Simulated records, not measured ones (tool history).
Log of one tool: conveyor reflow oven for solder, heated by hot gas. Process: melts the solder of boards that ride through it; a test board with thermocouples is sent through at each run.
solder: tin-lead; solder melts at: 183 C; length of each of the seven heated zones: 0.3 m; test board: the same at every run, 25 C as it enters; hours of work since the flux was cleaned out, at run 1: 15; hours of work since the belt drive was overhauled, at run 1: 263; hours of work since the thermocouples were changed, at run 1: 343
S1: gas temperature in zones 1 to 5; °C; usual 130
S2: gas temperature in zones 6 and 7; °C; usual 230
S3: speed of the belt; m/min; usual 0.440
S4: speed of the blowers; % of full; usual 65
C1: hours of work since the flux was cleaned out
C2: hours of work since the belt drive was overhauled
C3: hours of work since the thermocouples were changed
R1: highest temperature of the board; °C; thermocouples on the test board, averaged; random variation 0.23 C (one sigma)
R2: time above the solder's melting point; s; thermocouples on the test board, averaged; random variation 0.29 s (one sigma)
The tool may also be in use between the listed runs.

run,hour,S1,S2,S3,S4,C1,C2,C3,R1,R2
1,0.0,130,230,0.440,65,15,263,343,209.7,50.4
2,14.9,130,230,0.440,68,27,275,354,209.5,50.9
3,24.5,130,230,0.440,68,34,282,362,209.1,51.0
4,37.6,130,230,0.440,68,44,292,372,209.7,50.4
5,50.7,130,230,0.440,68,54,302,382,209.8,50.4
6,62.4,130,230,0.440,68,63,311,391,209.4,50.4
7,68.9,130,230,0.440,68,68,316,395,209.4,49.8
8,83.6,130,230,0.440,68,79,327,407,209.0,49.9
9,90.8,130,230,0.440,68,85,332,412,208.6,49.8
10,101.9,130,230,0.440,68,93,341,421,208.8,50.3
11,111.5,130,244,0.440,65,100,348,428,220.2,60.9
12,125.6,130,230,0.519,65,111,359,439,201.7,32.9
13,137.5,130,230,0.440,65,120,368,448,208.0,48.9
14,147.1,130,230,0.440,65,128,375,455,208.1,48.8
15,159.7,130,230,0.440,65,137,385,465,207.9,48.8
16,173.8,130,230,0.440,65,148,396,476,207.9,48.5
17,185.3,132,230,0.527,52,157,405,484,197.7,27.0
18,200.9,117,230,0.440,63,169,416,496,204.2,40.0
19,212.5,130,230,0.440,78,178,425,505,209.8,51.0
20,226.6,127,221,0.458,88,188,436,516,201.5,39.2
# hour 231.5: belt drive overhauled, speed set with a stopwatch
21,244.7,117,231,0.452,61,199,10,527,203.6,37.9
22,259.4,117,231,0.452,61,210,21,538,203.5,37.6
# hour 274.3: belt drive overhauled, speed set with a stopwatch, once more
23,278.6,130,230,0.440,83,222,3,549,209.5,51.4
24,286.2,130,237,0.431,65,228,9,555,213.2,55.7
25,298.8,130,229,0.431,57,237,19,565,205.0,45.5
26,306.5,115,229,0.365,65,243,25,571,209.8,57.4
# hour 318.2: flux residue cleaned out of gas plates and filters
27,326.9,115,229,0.365,65,7,36,583,211.8,59.9

The next listed run, before its measurement:
28,336.7,130,235,0.404,79,14,44,590,?,?

Run 28 gave R1 218.9 °C, R2 65.2 s.
Without the tool's hidden state the same run would have given R1 220.1 °C, R2 66.1 s.
